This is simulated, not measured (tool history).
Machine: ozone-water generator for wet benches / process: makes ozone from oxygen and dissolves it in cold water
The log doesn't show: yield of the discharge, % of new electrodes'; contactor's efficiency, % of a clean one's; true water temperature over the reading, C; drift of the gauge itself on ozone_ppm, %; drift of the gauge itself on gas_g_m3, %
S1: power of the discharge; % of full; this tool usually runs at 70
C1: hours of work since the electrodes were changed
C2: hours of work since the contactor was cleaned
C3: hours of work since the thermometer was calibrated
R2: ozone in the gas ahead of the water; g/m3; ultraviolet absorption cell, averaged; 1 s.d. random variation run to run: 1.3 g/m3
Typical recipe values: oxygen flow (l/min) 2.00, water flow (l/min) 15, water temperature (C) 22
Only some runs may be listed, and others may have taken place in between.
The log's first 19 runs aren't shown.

Run 20, day 121.454: usual settings but S1 48 % of full, water flow (l/min) 12; C1 4472; C2 817; C3 1290. Result: dissolved ozone (ppm) 11.8, R2 168.9 g/m3.
Run 21, day 127.371: usual settings but S1 48 % of full, water flow (l/min) 12; C1 4593; C2 937; C3 1410. Result: dissolved ozone (ppm) 12.0, R2 168.7 g/m3.
Run 22, day 132.221: usual settings but S1 48 % of full, oxygen flow (l/min) 3.15, water flow (l/min) 11, water temperature (C) 27; C1 4692; C2 1036; C3 1509. Result: dissolved ozone (ppm) 12.8, R2 143.6 g/m3.
Run 23, day 136.429: usual settings but S1 63 % of full, oxygen flow (l/min) 1.83, water flow (l/min) 20, water temperature (C) 15; C1 4777; C2 1122; C3 1595. Result: dissolved ozone (ppm) 7.9, R2 206.2 g/m3.
Run 24, day 142.108: usual settings but oxygen flow (l/min) 1.10, water temperature (C) 24; C1 4893; C2 1238; C3 1710. Result: dissolved ozone (ppm) 9.1, R2 263.4 g/m3.
Run 25, day 148.283: usual settings but oxygen flow (l/min) 2.42, water flow (l/min) 11; C1 5019; C2 1363; C3 1836. Result: dissolved ozone (ppm) 16.7, R2 198.0 g/m3.
Run 26, day 152.417: usual settings but S1 71 % of full; C1 5103; C2 1448; C3 1921. Result: dissolved ozone (ppm) 11.4, R2 210.2 g/m3.
Run 27, day 158.200: usual settings but S1 43 % of full, water flow (l/min) 12, water temperature (C) 16; C1 5221; C2 1566; C3 2038. Result: dissolved ozone (ppm) 11.6, R2 155.3 g/m3.
Run 28, day 162.492: usual settings but S1 43 % of full, water flow (l/min) 12, water temperature (C) 16; C1 5309; C2 1653; C3 2126. Result: dissolved ozone (ppm) 11.4, R2 155.5 g/m3.
Run 29, day 171.262: usual settings but S1 43 % of full, water flow (l/min) 12, water temperature (C) 16; C1 5487; C2 1832; C3 2305. Result: dissolved ozone (ppm) 11.2, R2 154.4 g/m3.
Run 30, day 179.408: usual settings but S1 86 % of full, water temperature (C) 20; C1 5653; C2 1998; C3 2471. Result: dissolved ozone (ppm) 12.6, R2 235.3 g/m3.
Run 31, day 185.717: usual settings but S1 95 % of full; C1 5782; C2 2126; C3 2599. Result: dissolved ozone (ppm) 13.2, R2 247.0 g/m3.
Run 32, day 190.871: usual settings but S1 95 % of full; C1 5887; C2 2231; C3 2704. Result: dissolved ozone (ppm) 13.1, R2 245.9 g/m3.
Run 33, day 196.267: usual settings but oxygen flow (l/min) 2.07, water flow (l/min) 19, water temperature (C) 16; C1 5997; C2 2341; C3 2814. Result: dissolved ozone (ppm) 8.7, R2 201.7 g/m3.

Here are 4 independent what-if runs from the current tool condition. What would each one return?
Run A, day 205.242: usual settings but S1 66 % of full, oxygen flow (l/min) 2.03, water flow (l/min) 19, water temperature (C) 16; C1 6180; C2 2524; C3 2997. Result: dissolved ozone (ppm) ?, R2 ?.
Run B, day 205.242: usual settings but oxygen flow (l/min) 2.07, water flow (l/min) 20, water temperature (C) 16; C1 6180; C2 2524; C3 2997. Result: dissolved ozone (ppm) ?, R2 ?.
Run C, day 205.242: usual settings but S1 78 % of full, oxygen flow (l/min) 2.93, water flow (l/min) 11, water temperature (C) 16; C1 6180; C2 2524; C3 2997. Result: dissolved ozone (ppm) ?, R2 ?.
Run D, day 205.242: usual settings but oxygen flow (l/min) 2.07, water flow (l/min) 11, water temperature (C) 16; C1 6180; C2 2524; C3 2997. Result: dissolved ozone (ppm) ?, R2 ?.

run  dissolved ozone (ppm)     R2
  A                    8.2  196.0
  B                    8.1  200.4
  C                   19.2  189.6
  D                   16.5  199.4
The same runs, with their run-to-run variation unchanged, on a tool lacking any hidden condition would have given:
run  dissolved ozone (ppm)     R2
  A                   10.5  238.7
  B                   10.4  246.0
  C                   24.9  236.2
  D                   21.0  245.0
